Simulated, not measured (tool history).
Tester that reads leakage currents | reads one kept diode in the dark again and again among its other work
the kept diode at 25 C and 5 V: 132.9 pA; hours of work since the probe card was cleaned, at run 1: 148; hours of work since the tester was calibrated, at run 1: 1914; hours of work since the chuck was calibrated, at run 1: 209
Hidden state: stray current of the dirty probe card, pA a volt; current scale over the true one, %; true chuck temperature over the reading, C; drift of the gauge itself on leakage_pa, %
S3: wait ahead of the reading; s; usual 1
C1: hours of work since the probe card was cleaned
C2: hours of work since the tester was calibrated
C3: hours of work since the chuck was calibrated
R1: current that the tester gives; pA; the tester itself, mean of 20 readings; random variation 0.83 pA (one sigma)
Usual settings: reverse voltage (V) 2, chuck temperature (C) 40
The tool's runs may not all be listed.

{"run": 1, "hour": 0.0, "reverse voltage (V)": 2, "chuck temperature (C)": 40, "S3": 1, "C1": 148, "C2": 1914, "C3": 209, "R1": 270.07}
{"run": 2, "hour": 90.0, "reverse voltage (V)": 2, "chuck temperature (C)": 40, "S3": 1, "C1": 188, "C2": 1953, "C3": 249, "R1": 267.87}
{"run": 3, "hour": 199.5, "reverse voltage (V)": 2, "chuck temperature (C)": 40, "S3": 1, "C1": 236, "C2": 2001, "C3": 297, "R1": 267.39}
{"run": 4, "hour": 291.0, "reverse voltage (V)": 2, "chuck temperature (C)": 40, "S3": 1, "C1": 276, "C2": 2042, "C3": 337, "R1": 266.16}
{"run": 5, "hour": 362.2, "reverse voltage (V)": 2, "chuck temperature (C)": 40, "S3": 1, "C1": 307, "C2": 2073, "C3": 368, "R1": 265.34}
{"run": 6, "hour": 450.4, "reverse voltage (V)": 2, "chuck temperature (C)": 40, "S3": 6.3, "C1": 346, "C2": 2112, "C3": 407, "R1": 262.85}
{"run": 7, "hour": 541.3, "reverse voltage (V)": 2, "chuck temperature (C)": 40, "S3": 1, "C1": 386, "C2": 2152, "C3": 447, "R1": 263.14}
{"run": 8, "hour": 656.3, "reverse voltage (V)": 2, "chuck temperature (C)": 40, "S3": 1, "C1": 437, "C2": 2202, "C3": 498, "R1": 260.7}
{"run": 9, "hour": 751.1, "reverse voltage (V)": 2, "chuck temperature (C)": 40, "S3": 1, "C1": 478, "C2": 2244, "C3": 539, "R1": 260.72}
{"run": 10, "hour": 847.2, "reverse voltage (V)": 2, "chuck temperature (C)": 40, "S3": 1, "C1": 520, "C2": 2286, "C3": 582, "R1": 258.28}
{"run": 11, "hour": 939.8, "reverse voltage (V)": 2, "chuck temperature (C)": 40, "S3": 1, "C1": 561, "C2": 2327, "C3": 622, "R1": 257.43}
{"run": 12, "hour": 1075.7, "reverse voltage (V)": 10.77, "chuck temperature (C)": 40, "S3": 1, "C1": 621, "C2": 2386, "C3": 682, "R1": 611.07}
{"run": 13, "hour": 1164.9, "reverse voltage (V)": 2, "chuck temperature (C)": 40, "S3": 1, "C1": 660, "C2": 2426, "C3": 721, "R1": 255.15}
{"run": 14, "hour": 1279.8, "reverse voltage (V)": 2, "chuck temperature (C)": 40, "S3": 1, "C1": 711, "C2": 2476, "C3": 772, "R1": 253.98}
{"run": 15, "hour": 1344.8, "reverse voltage (V)": 7.8, "chuck temperature (C)": 40, "S3": 1, "C1": 739, "C2": 2505, "C3": 800, "R1": 511.86}
{"run": 16, "hour": 1414.6, "reverse voltage (V)": 7.8, "chuck temperature (C)": 40, "S3": 1, "C1": 770, "C2": 2535, "C3": 831, "R1": 509.11}
{"run": 17, "hour": 1522.0, "reverse voltage (V)": 2, "chuck temperature (C)": 40, "S3": 1, "C1": 817, "C2": 2583, "C3": 878, "R1": 251.06}
{"hour": 1603.3, "done": "chuck's temperature calibrated"}
{"run": 18, "hour": 1665.0, "reverse voltage (V)": 16.4, "chuck temperature (C)": 40, "S3": 1, "C1": 879, "C2": 2645, "C3": 27, "R1": 819.81}
{"run": 19, "hour": 1744.6, "reverse voltage (V)": 16.4, "chuck temperature (C)": 28, "S3": 1, "C1": 914, "C2": 2679, "C3": 62, "R1": 336.52}
{"run": 20, "hour": 1884.5, "reverse voltage (V)": 2, "chuck temperature (C)": 33, "S3": 1, "C1": 975, "C2": 2741, "C3": 124, "R1": 160.77}
{"run": 21, "hour": 2020.8, "reverse voltage (V)": 2, "chuck temperature (C)": 33, "S3": 1, "C1": 1035, "C2": 2801, "C3": 183, "R1": 160.22}
{"run": 22, "hour": 2085.2, "reverse voltage (V)": 1.98, "chuck temperature (C)": 27, "S3": 0.5, "C1": 1063, "C2": 2829, "C3": 212, "R1": 99.61}
{"hour": 2159.8, "done": "probe card cleaned and baked"}
{"run": 23, "hour": 2219.5, "reverse voltage (V)": 2, "chuck temperature (C)": 42, "S3": 1, "C1": 26, "C2": 2887, "C3": 269, "R1": 308.27}
{"run": 24, "hour": 2306.1, "reverse voltage (V)": 2, "chuck temperature (C)": 42, "S3": 2.13, "C1": 64, "C2": 2925, "C3": 307, "R1": 308.07}

Run 25 comes next. What will it give?
{"run": 25, "hour": 2423.4, "reverse voltage (V)": 1.46, "chuck temperature (C)": 42, "S3": 1.72, "C1": 116, "C2": 2976, "C3": 359, "R1": "?"}

{"run 25": {"R1": 260.55}}
Without the tool's hidden state the same run would have given R1 271.98 pA.
